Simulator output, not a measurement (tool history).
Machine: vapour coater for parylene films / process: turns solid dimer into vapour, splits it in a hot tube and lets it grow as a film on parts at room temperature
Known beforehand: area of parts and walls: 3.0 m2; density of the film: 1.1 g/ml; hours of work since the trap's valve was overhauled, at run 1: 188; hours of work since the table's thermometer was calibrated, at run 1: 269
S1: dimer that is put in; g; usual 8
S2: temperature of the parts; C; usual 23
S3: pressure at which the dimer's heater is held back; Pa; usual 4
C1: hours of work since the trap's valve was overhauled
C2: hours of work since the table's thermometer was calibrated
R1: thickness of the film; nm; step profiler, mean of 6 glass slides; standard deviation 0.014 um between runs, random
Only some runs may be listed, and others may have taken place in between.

run   hour  S1  S2     S3   C1   C2    R1
  1      0   8  23      4  188  269  1730
  2     14   8  23      4  195  276  1710
  3   41.4   8  23      4  209  291  1710
  4   61.2   8  26      4  219  301  1570
  5     89  13  23      4  234  315  2760
  6  106.6   8  23   2.28  243  324  1880
  7  123.3   8  23      4  251  332  1700
  8  154.6   8  23      4  267  349  1710
  9  177.4   8  23      4  279  360  1680
 10  196.7   8  23      4  289  370  1690
 11  216.4   8  23      4  299  380  1670
 12  231.1   8  23      4  306  388  1700
 13    263   8  23      4  323  404  1710
 14  290.4   8  23      4  337  418  1680
       294  -- table's thermometer calibrated
 15  318.4   8  23      4  351   13  1670
 16  351.9   8  23   2.86  368   30  1780
 17  381.9   8  23   2.86  383   45  1800
     397.2  -- table's thermometer calibrated, once more
 18  409.3   8  23   2.86  397    6  1780
 19  438.5   8  23   2.86  412   21  1780
 20  472.6   5  20   2.24  429   39  1250
 21  489.4   5  20   2.24  438   47  1240
 22  518.9   5  20   2.24  453   62  1240
 23  546.6   4  24  10.57  467   77   670
 24  569.8   4  24  10.57  479   88   660
 25  590.5   9  23   2.33  489   99  2030
 26  616.9   9  23   2.33  503  113  2000
 27  643.8   6  23      4  517  126  1240
 28  675.7   4  29   4.83  533  143   650
 29  695.3   8  23   6.19  543  153  1510
     708.2  -- trap's valve overhauled
 30  726.8   8  16   6.76   10  167  1950
 31  742.7  10  18  10.54   18  175  2150
 32  759.5  10  18  10.54   26  184  2130
 33  786.1   5  18   3.15   40  197  1330
 34  812.5   8  17   2.75   53  211  2210
 35  827.5  12  23   3.23   61  218  2700
 36  851.1  13  23   3.23   73  230  2880
 37  875.9  11  29   3.82   86  243  2000
 38  892.2  11  29   3.82   94  251  1990

5 options for the next run, each taken on its own from the tool as it stands now. Forecast them:
  A   922   4  33   5.79  110  267   ?
  B   922  13  23   3.96  110  267   ?
  C   922   5  23  10.81  110  267   ?
  D   922  11  29   6.24  110  267   ?
  E   922   8  23   2.36  110  267   ?

run    R1
  A   600
  B  2810
  C   890
  D  1840
  E  1900
Without the tool's unlogged condition, the same runs would have read:
run    R1
  A   610
  B  2860
  C   910
  D  1880
  E  1940
